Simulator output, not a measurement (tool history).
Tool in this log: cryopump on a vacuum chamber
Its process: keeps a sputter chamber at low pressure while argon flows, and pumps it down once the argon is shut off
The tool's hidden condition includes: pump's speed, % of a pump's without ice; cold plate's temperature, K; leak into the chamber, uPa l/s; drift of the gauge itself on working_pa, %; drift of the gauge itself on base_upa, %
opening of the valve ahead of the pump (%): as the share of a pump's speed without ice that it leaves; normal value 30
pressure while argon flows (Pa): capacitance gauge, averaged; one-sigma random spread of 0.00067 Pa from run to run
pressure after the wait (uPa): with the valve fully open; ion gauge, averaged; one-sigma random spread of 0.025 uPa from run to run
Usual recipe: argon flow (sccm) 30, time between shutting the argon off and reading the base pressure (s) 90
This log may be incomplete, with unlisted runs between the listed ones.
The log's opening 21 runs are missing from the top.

run	hour	argon flow (sccm)	time between shutting the argon off and reading the base pressure (s)	opening of the valve ahead of the pump (%)	hours of work since the pump was warmed up and emptied	hours of work since the cold head was overhauled	hours of work since the chamber's fittings were tightened	pressure while argon flows (Pa)	pressure after the wait (uPa)
22	950.5	59	66	38	729	1851	649	0.1844	2.21
23	1014.7	59	27	38	769	1891	689	0.1856	3.95
24	1067.1	59	27	38	802	1924	722	0.1874	3.94
25	1102	59	266	38	824	1946	743	0.1871	1.62
26	1171.9	15	90	30	868	1990	787	0.0593	2.17
27	1229.6	15	90	30	904	2026	823	0.0593	2.29
28	1266.6	25	293	23	927	2049	846	0.1269	1.7
29	1326.1	30	34	27	964	2086	884	0.1318	3.68
30	1384.2	30	34	27	1001	2123	920	0.134	3.89
31	1454.4	30	34	27	1044	2167	964	0.1329	3.94
32	1493.4	30	34	27	1069	2191	988	0.1336	3.85

Branching from run 32: 4 alternative next runs. What would each branch give?
A	1552.1	33	125	27	1106	2228	1025	?	?
B	1552.1	48	29	48	1106	2228	1025	?	?
C	1552.1	30	34	59	1106	2228	1025	?	?
D	1552.1	34	279	18	1106	2228	1025	?	?

run	pressure while argon flows (Pa)	pressure after the wait (uPa)
A	0.1471	2.49
B	0.1301	4.45
C	0.068	4.04
D	0.2206	2.12
What these runs would have given with no unlogged condition in the tool:
run	pressure while argon flows (Pa)	pressure after the wait (uPa)
A	0.1338	0.88
B	0.1107	2.86
C	0.056	2.44
D	0.2069	0.5
